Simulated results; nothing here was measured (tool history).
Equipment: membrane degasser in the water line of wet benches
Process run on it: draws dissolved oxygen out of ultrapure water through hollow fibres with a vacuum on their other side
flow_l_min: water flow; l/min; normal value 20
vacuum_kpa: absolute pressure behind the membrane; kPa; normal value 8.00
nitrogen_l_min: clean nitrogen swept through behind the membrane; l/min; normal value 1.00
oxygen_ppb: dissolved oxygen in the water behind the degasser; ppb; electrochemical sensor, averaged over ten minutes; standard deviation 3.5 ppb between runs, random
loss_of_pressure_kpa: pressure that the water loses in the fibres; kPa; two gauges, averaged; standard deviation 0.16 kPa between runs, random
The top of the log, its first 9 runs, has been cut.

Run 10, hour 524.5: usual settings. Result: oxygen_ppb 362.9 ppb, loss_of_pressure_kpa 33.18 kPa.
Run 11, hour 572.3: usual settings. Result: oxygen_ppb 368.7 ppb, loss_of_pressure_kpa 33.13 kPa.
Run 12, hour 650.3: usual settings but flow_l_min 17 l/min. Result: oxygen_ppb 279.4 ppb, loss_of_pressure_kpa 28.17 kPa.
Run 13, hour 729.1: usual settings but flow_l_min 17 l/min. Result: oxygen_ppb 279.6 ppb, loss_of_pressure_kpa 28.26 kPa.
Run 14, hour 816.4: usual settings but vacuum_kpa 8.94 kPa. Result: oxygen_ppb 401.8 ppb, loss_of_pressure_kpa 33.51 kPa.
Run 15, hour 866.2: usual settings but vacuum_kpa 8.94 kPa. Result: oxygen_ppb 403.6 ppb, loss_of_pressure_kpa 33.00 kPa.
Run 16, hour 954.3: usual settings but vacuum_kpa 8.94 kPa. Result: oxygen_ppb 409.3 ppb, loss_of_pressure_kpa 33.13 kPa.
At hour 997.0: seals of the vacuum lines changed.
Run 17, hour 1031.2: usual settings but flow_l_min 18 l/min, nitrogen_l_min 0.48 l/min. Result: oxygen_ppb 475.9 ppb, loss_of_pressure_kpa 30.05 kPa.
Run 18, hour 1073.9: usual settings but flow_l_min 18 l/min, nitrogen_l_min 0.48 l/min. Result: oxygen_ppb 473.3 ppb, loss_of_pressure_kpa 29.97 kPa.
Run 19, hour 1148.4: usual settings but flow_l_min 32 l/min, vacuum_kpa 10.53 kPa, nitrogen_l_min 0.48 l/min. Result: oxygen_ppb 1264.4 ppb, loss_of_pressure_kpa 53.11 kPa.
Run 20, hour 1196.5: usual settings but flow_l_min 25 l/min, vacuum_kpa 19.54 kPa, nitrogen_l_min 2.70 l/min. Result: oxygen_ppb 597.2 ppb, loss_of_pressure_kpa 41.52 kPa.
Run 21, hour 1254.3: usual settings but vacuum_kpa 16.45 kPa, nitrogen_l_min 0.99 l/min. Result: oxygen_ppb 694.6 ppb, loss_of_pressure_kpa 33.31 kPa.
Run 22, hour 1297.9: usual settings but vacuum_kpa 16.45 kPa, nitrogen_l_min 0.99 l/min. Result: oxygen_ppb 709.2 ppb, loss_of_pressure_kpa 33.16 kPa.
Run 23, hour 1346.2: usual settings but flow_l_min 21 l/min, vacuum_kpa 6.65 kPa, nitrogen_l_min 0.45 l/min. Result: oxygen_ppb 489.9 ppb, loss_of_pressure_kpa 34.91 kPa.
Run 24, hour 1390.0: usual settings but vacuum_kpa 8.06 kPa, nitrogen_l_min 1.72 l/min. Result: oxygen_ppb 284.4 ppb, loss_of_pressure_kpa 33.32 kPa.
Run 25, hour 1455.6: usual settings but vacuum_kpa 8.06 kPa, nitrogen_l_min 0.68 l/min. Result: oxygen_ppb 448.7 ppb, loss_of_pressure_kpa 32.94 kPa.
Run 26, hour 1504.6: usual settings but vacuum_kpa 8.06 kPa, nitrogen_l_min 0.41 l/min. Result: oxygen_ppb 601.8 ppb, loss_of_pressure_kpa 33.26 kPa.
Run 27, hour 1543.2: usual settings but flow_l_min 19 l/min, vacuum_kpa 8.14 kPa, nitrogen_l_min 2.26 l/min. Result: oxygen_ppb 232.4 ppb, loss_of_pressure_kpa 31.24 kPa.
Run 28, hour 1608.4: usual settings but flow_l_min 30 l/min. Result: oxygen_ppb 709.1 ppb, loss_of_pressure_kpa 49.87 kPa.
Run 29, hour 1691.2: usual settings but flow_l_min 14 l/min, vacuum_kpa 4.81 kPa, nitrogen_l_min 2.74 l/min. Result: oxygen_ppb 68.6 ppb, loss_of_pressure_kpa 23.19 kPa.
Run 30, hour 1773.4: usual settings but flow_l_min 14 l/min, vacuum_kpa 4.81 kPa, nitrogen_l_min 2.74 l/min. Result: oxygen_ppb 68.1 ppb, loss_of_pressure_kpa 23.49 kPa.
Run 31, hour 1820.4: usual settings but flow_l_min 14 l/min, vacuum_kpa 4.81 kPa, nitrogen_l_min 2.74 l/min. Result: oxygen_ppb 69.3 ppb, loss_of_pressure_kpa 23.29 kPa.

What if the next run were any one of these 3? Each begins from the tool's condition after run 31:
Run A, hour 1908.5: usual settings but vacuum_kpa 8.69 kPa. Result: oxygen_ppb ?, loss_of_pressure_kpa ?.
Run B, hour 1908.5: usual settings but flow_l_min 26 l/min, vacuum_kpa 9.71 kPa, nitrogen_l_min 2.74 l/min. Result: oxygen_ppb ?, loss_of_pressure_kpa ?.
Run C, hour 1908.5: usual settings but flow_l_min 23 l/min, vacuum_kpa 4.81 kPa, nitrogen_l_min 2.28 l/min. Result: oxygen_ppb ?, loss_of_pressure_kpa ?.

run  oxygen_ppb  loss_of_pressure_kpa
  A       393.4                 33.43
  B       440.0                 43.09
  C       261.8                 38.27
With the hidden condition removed and each run's random variation left untouched, the same runs would have given:
run  oxygen_ppb  loss_of_pressure_kpa
  A       372.1                 33.12
  B       422.9                 42.67
  C       246.0                 37.90

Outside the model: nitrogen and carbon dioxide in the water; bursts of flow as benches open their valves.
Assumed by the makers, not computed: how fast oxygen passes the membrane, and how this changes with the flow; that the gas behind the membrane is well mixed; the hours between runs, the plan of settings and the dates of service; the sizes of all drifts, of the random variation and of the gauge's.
